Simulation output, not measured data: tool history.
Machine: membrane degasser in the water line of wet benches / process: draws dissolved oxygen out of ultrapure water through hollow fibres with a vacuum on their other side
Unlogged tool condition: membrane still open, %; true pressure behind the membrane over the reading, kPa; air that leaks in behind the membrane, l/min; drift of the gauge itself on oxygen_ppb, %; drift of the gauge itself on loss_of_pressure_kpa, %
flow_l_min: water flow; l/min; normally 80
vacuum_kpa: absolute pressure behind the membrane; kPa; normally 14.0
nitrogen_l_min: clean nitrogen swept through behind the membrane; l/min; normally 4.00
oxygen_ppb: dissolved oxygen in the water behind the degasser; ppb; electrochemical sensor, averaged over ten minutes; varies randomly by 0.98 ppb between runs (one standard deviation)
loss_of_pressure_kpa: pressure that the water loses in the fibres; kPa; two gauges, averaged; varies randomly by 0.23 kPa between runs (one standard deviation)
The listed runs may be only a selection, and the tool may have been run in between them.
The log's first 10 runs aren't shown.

run    hour  flow_l_min  vacuum_kpa  nitrogen_l_min  hours since the membrane was changed  hours since the vacuum gauge was calibrated  hours since the vacuum lines were made tight  oxygen_ppb  loss_of_pressure_kpa
     2019.0  -- vacuum gauge calibrated
     2131.8  -- seals of the vacuum lines changed
 11  2173.6          80        28.7            4.00                                  7708                                          153                                            42      1019.6                 63.02
 12  2410.4          80        28.7            4.00                                  7945                                          389                                           279      1017.0                 63.55
 13  2529.0          80        28.7            4.00                                  8063                                          508                                           397      1018.8                 63.82
 14  2682.4          80        28.7            4.00                                  8217                                          661                                           551      1019.3                 63.39
 15  2954.4          80        28.7            4.00                                  8489                                          933                                           823      1018.1                 64.00
 16  3194.8          80        28.7            4.00                                  8729                                         1174                                          1063      1016.9                 63.57
 17  3411.3          62        10.5            3.90                                  8946                                         1390                                          1280       264.0                 49.74
 18  3567.0          62        10.5            3.90                                  9101                                         1546                                          1435       263.4                 49.87
 19  3788.0          62        10.5            3.90                                  9322                                         1767                                          1656       265.9                 49.91
 20  4049.5          62        10.5            3.90                                  9584                                         2029                                          1918       266.8                 49.70
 21  4294.2          62        13.1            4.35                                  9829                                         2273                                          2162       322.4                 49.90
 22  4484.2          80        20.1            4.00                                 10019                                         2463                                          2352       708.0                 64.93
     4614.5  -- membrane cartridge changed
 23  4679.1          77        20.1            4.00                                    65                                         2654                                          2543       685.6                 57.06
 24  4928.8          77        20.1            4.00                                   314                                         2904                                          2793       687.4                 57.09
 25  5133.8          51        18.6            7.37                                   519                                         3109                                          2998       256.0                 37.92
 26  5384.6          80        13.4            6.61                                   770                                         3360                                          3249       289.7                 59.75
 27  5568.4          92        13.4            4.84                                   954                                         3543                                          3433       431.4                 68.30
 28  5728.6          80        19.9            4.16                                  1114                                         3704                                          3593       681.8                 59.95
 29  5973.1          80        19.9            4.16                                  1359                                         3948                                          3837       684.3                 59.39
 30  6139.2          80        19.9            4.16                                  1525                                         4114                                          4003       682.4                 59.98
     6309.5  -- vacuum gauge calibrated
 31  6333.7          80        19.9            4.16                                  1719                                           24                                          4197       674.0                 59.80

Alternative continuations, all from the tool just after run 31; predict every row:
  A  6507.0          48        19.9            4.16                                  1892                                          198                                          4371           ?                     ?
  B  6507.0          60        19.9            2.66                                  1892                                          198                                          4371           ?                     ?
  C  6507.0          53        19.9            4.16                                  1892                                          198                                          4371           ?                     ?
  D  6507.0          58        14.0            4.00                                  1892                                          198                                          4371           ?                     ?

run  oxygen_ppb  loss_of_pressure_kpa
  A       433.9                 36.28
  B       763.8                 45.33
  C       474.1                 39.75
  D       350.2                 43.56
Stripped of hidden state, with their random variation kept, the same runs would have yielded:
run  oxygen_ppb  loss_of_pressure_kpa
  A       429.7                 35.65
  B       759.8                 44.54
  C       470.0                 39.06
  D       347.6                 42.80

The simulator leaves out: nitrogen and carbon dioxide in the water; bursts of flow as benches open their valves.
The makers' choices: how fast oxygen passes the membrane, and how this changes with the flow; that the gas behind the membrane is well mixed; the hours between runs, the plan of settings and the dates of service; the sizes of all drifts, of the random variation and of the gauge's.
